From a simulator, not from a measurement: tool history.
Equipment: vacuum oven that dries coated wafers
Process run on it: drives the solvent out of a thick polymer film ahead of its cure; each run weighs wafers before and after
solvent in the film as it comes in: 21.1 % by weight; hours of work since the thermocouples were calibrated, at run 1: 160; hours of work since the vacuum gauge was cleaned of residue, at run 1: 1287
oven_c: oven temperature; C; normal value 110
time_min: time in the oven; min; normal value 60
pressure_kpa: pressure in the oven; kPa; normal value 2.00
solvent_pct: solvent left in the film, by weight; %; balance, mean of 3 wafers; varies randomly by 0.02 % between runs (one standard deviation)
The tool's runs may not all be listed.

run   hour  oven_c  time_min  pressure_kpa  hours of work since the thermocouples were calibrated  hours of work since the vacuum gauge was cleaned of residue  solvent_pct
  1    0.0     110        60          2.00                                                    160                                                         1287         3.92
  2   42.6     110        60          2.00                                                    193                                                         1320         3.93
  3   64.3     110        56          2.00                                                    210                                                         1337         4.24
  4  101.9     110        56          2.00                                                    239                                                         1366         4.24
  5  136.2     103        60          2.00                                                    266                                                         1392         6.65
  6  175.0     110        60          5.15                                                    296                                                         1422         6.54
  7  220.5     122        60          2.00                                                    331                                                         1458         1.49
  8  252.1     122        60          2.00                                                    355                                                         1482         1.46
  9  300.6      97        60          2.00                                                    393                                                         1519         9.31
 10  321.8     110        60          2.00                                                    409                                                         1536         3.90
 11  342.4     110        78          2.00                                                    425                                                         1552         2.98
 12  363.7      96        60          2.00                                                    441                                                         1568         9.71
 13  412.8      96        60          2.00                                                    479                                                         1606         9.72
 14  446.9      96        60          2.00                                                    506                                                         1632         9.72
 15  483.6      95        60          5.22                                                    534                                                         1661        13.29
 16  524.5     124        58          2.29                                                    566                                                         1692         1.51
 17  557.5     104        40          1.30                                                    591                                                         1718         7.94
 18  589.9     104        40          1.30                                                    616                                                         1743         7.89
 19  624.6     110        60          1.03                                                    643                                                         1770         3.13
 20  662.9     109        69          4.09                                                    672                                                         1799         5.53
 21  699.2     116        66          4.31                                                    700                                                         1827         3.83
     727.2  -- vacuum gauge cleaned of residue and calibrated
 22  734.9     107        64          1.15                                                    727                                                            6         3.92
 23  771.8     124        61          1.27                                                    755                                                           34         0.89
 24  795.5     122        96          1.75                                                    774                                                           53         1.12
 25  832.9     100        60          2.00                                                    803                                                           82         7.95

Predict each of these 4 candidate next runs independently; none follows another, all start after run 25:
  A  858.0     100        60          1.36                                                    822                                                          101            ?
  B  858.0     108        69          3.46                                                    822                                                          101            ?
  C  858.0     120        60          7.92                                                    822                                                          101            ?
  D  858.0     106        60          1.73                                                    822                                                          101            ?

run  solvent_pct
  A         7.34
  B         5.29
  C         5.51
  D         5.13
The same runs, with their run-to-run variation unchanged, on a tool lacking any hidden condition would have given:
run  solvent_pct
  A         7.36
  B         5.30
  C         5.51
  D         5.14

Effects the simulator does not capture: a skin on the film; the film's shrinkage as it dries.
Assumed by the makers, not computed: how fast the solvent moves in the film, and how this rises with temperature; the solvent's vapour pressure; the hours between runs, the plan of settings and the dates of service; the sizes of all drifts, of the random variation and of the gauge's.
